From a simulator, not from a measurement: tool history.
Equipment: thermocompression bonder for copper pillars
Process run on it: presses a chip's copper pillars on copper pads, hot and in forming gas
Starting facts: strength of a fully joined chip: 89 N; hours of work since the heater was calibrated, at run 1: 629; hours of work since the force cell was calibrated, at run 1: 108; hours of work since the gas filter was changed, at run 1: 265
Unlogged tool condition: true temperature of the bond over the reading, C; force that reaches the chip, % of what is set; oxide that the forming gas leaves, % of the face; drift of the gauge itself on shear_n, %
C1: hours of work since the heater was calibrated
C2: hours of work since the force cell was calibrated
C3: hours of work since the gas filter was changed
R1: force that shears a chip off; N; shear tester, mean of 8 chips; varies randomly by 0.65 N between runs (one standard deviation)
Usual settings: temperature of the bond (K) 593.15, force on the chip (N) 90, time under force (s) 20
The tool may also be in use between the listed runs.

run 1 hour=0.0 | temperature_of_the_bond_(K)=593.15 force_on_the_chip_(N)=90 time_under_force_(s)=20 | C1=629 C2=108 C3=265 | R1=49.7
run 2 hour=4.2 | temperature_of_the_bond_(K)=593.15 force_on_the_chip_(N)=91 time_under_force_(s)=20 | C1=631 C2=110 C3=267 | R1=50.2
run 3 hour=13.6 | temperature_of_the_bond_(K)=593.15 force_on_the_chip_(N)=81 time_under_force_(s)=20 | C1=635 C2=114 C3=272 | R1=46.2
run 4 hour=20.0 | temperature_of_the_bond_(K)=621.15 force_on_the_chip_(N)=90 time_under_force_(s)=20 | C1=638 C2=117 C3=275 | R1=64.9
run 5 hour=28.3 | temperature_of_the_bond_(K)=593.15 force_on_the_chip_(N)=90 time_under_force_(s)=20 | C1=642 C2=121 C3=278 | R1=50.1
run 6 hour=35.9 | temperature_of_the_bond_(K)=593.15 force_on_the_chip_(N)=90 time_under_force_(s)=20 | C1=646 C2=124 C3=282 | R1=49.4
run 7 hour=40.6 | temperature_of_the_bond_(K)=593.15 force_on_the_chip_(N)=90 time_under_force_(s)=15 | C1=648 C2=126 C3=284 | R1=45.9
run 8 hour=44.9 | temperature_of_the_bond_(K)=618.15 force_on_the_chip_(N)=90 time_under_force_(s)=20 | C1=650 C2=128 C3=286 | R1=61.0
run 9 hour=53.6 | temperature_of_the_bond_(K)=618.15 force_on_the_chip_(N)=90 time_under_force_(s)=20 | C1=654 C2=132 C3=290 | R1=62.5
run 10 hour=62.8 | temperature_of_the_bond_(K)=618.15 force_on_the_chip_(N)=61 time_under_force_(s)=20 | C1=658 C2=137 C3=294 | R1=48.8
run 11 hour=68.0 | temperature_of_the_bond_(K)=618.15 force_on_the_chip_(N)=61 time_under_force_(s)=20 | C1=661 C2=139 C3=297 | R1=48.8
run 12 hour=72.4 | temperature_of_the_bond_(K)=593.15 force_on_the_chip_(N)=90 time_under_force_(s)=20 | C1=663 C2=141 C3=299 | R1=50.7
run 13 hour=77.5 | temperature_of_the_bond_(K)=593.15 force_on_the_chip_(N)=90 time_under_force_(s)=20 | C1=665 C2=143 C3=301 | R1=49.7
run 14 hour=85.7 | temperature_of_the_bond_(K)=593.15 force_on_the_chip_(N)=90 time_under_force_(s)=20 | C1=669 C2=147 C3=305 | R1=50.0
run 15 hour=93.8 | temperature_of_the_bond_(K)=593.15 force_on_the_chip_(N)=90 time_under_force_(s)=20 | C1=673 C2=151 C3=309 | R1=48.9
run 16 hour=100.7 | temperature_of_the_bond_(K)=593.15 force_on_the_chip_(N)=90 time_under_force_(s)=18 | C1=676 C2=154 C3=312 | R1=48.0
run 17 hour=108.8 | temperature_of_the_bond_(K)=593.15 force_on_the_chip_(N)=65 time_under_force_(s)=16 | C1=679 C2=158 C3=316 | R1=35.5
run 18 hour=114.5 | temperature_of_the_bond_(K)=593.15 force_on_the_chip_(N)=65 time_under_force_(s)=16 | C1=682 C2=161 C3=318 | R1=35.5
run 19 hour=118.6 | temperature_of_the_bond_(K)=593.15 force_on_the_chip_(N)=65 time_under_force_(s)=16 | C1=684 C2=162 C3=320 | R1=35.7
run 20 hour=127.5 | temperature_of_the_bond_(K)=563.15 force_on_the_chip_(N)=65 time_under_force_(s)=20 | C1=688 C2=167 C3=324 | R1=24.3
run 21 hour=134.1 | temperature_of_the_bond_(K)=563.15 force_on_the_chip_(N)=65 time_under_force_(s)=20 | C1=691 C2=170 C3=327 | R1=25.1
run 22 hour=139.1 | temperature_of_the_bond_(K)=597.15 force_on_the_chip_(N)=82 time_under_force_(s)=52 | C1=693 C2=172 C3=330 | R1=62.2
run 23 hour=145.5 | temperature_of_the_bond_(K)=597.15 force_on_the_chip_(N)=82 time_under_force_(s)=52 | C1=696 C2=175 C3=333 | R1=60.7
run 24 hour=150.6 | temperature_of_the_bond_(K)=589.15 force_on_the_chip_(N)=74 time_under_force_(s)=25 | C1=699 C2=177 C3=335 | R1=43.8
run 25 hour=157.8 | temperature_of_the_bond_(K)=589.15 force_on_the_chip_(N)=74 time_under_force_(s)=25 | C1=702 C2=181 C3=338 | R1=43.3
run 26 hour=166.4 | temperature_of_the_bond_(K)=597.15 force_on_the_chip_(N)=63 time_under_force_(s)=25 | C1=706 C2=185 C3=342 | R1=42.9
run 27 hour=172.9 | temperature_of_the_bond_(K)=597.15 force_on_the_chip_(N)=63 time_under_force_(s)=25 | C1=709 C2=188 C3=345 | R1=42.7
run 28 hour=178.8 | temperature_of_the_bond_(K)=597.15 force_on_the_chip_(N)=63 time_under_force_(s)=25 | C1=712 C2=190 C3=348 | R1=43.4
run 29 hour=182.8 | temperature_of_the_bond_(K)=597.15 force_on_the_chip_(N)=63 time_under_force_(s)=12 | C1=714 C2=192 C3=350 | R1=32.5
run 30 hour=189.2 | temperature_of_the_bond_(K)=573.15 force_on_the_chip_(N)=90 time_under_force_(s)=12 | C1=717 C2=195 C3=353 | R1=31.4
run 31 hour=196.5 | temperature_of_the_bond_(K)=573.15 force_on_the_chip_(N)=90 time_under_force_(s)=12 | C1=720 C2=198 C3=356 | R1=31.8

Hidden state or all else? Some run-to-run changes of R1, split into what the settings, what came in and random variation would give without the hidden state, and what is left for the hidden state (with any gauge scatter that isn't in both results):
Run 3 -> 4: temperature of the bond (K) 593.15 -> 621.15, force on the chip (N) 81 -> 90. R1 +18.7 N: hidden state -1.9, all else +20.6.
Run 21 -> 22: temperature of the bond (K) 563.15 -> 597.15, force on the chip (N) 65 -> 82, time under force (s) 20 -> 52. R1 +37.1 N: hidden state -3.5, all else +40.6.
Run 23 -> 24: temperature of the bond (K) 597.15 -> 589.15, force on the chip (N) 82 -> 74, time under force (s) 52 -> 25. R1 -16.9 N: hidden state +2.0, all else -18.9.

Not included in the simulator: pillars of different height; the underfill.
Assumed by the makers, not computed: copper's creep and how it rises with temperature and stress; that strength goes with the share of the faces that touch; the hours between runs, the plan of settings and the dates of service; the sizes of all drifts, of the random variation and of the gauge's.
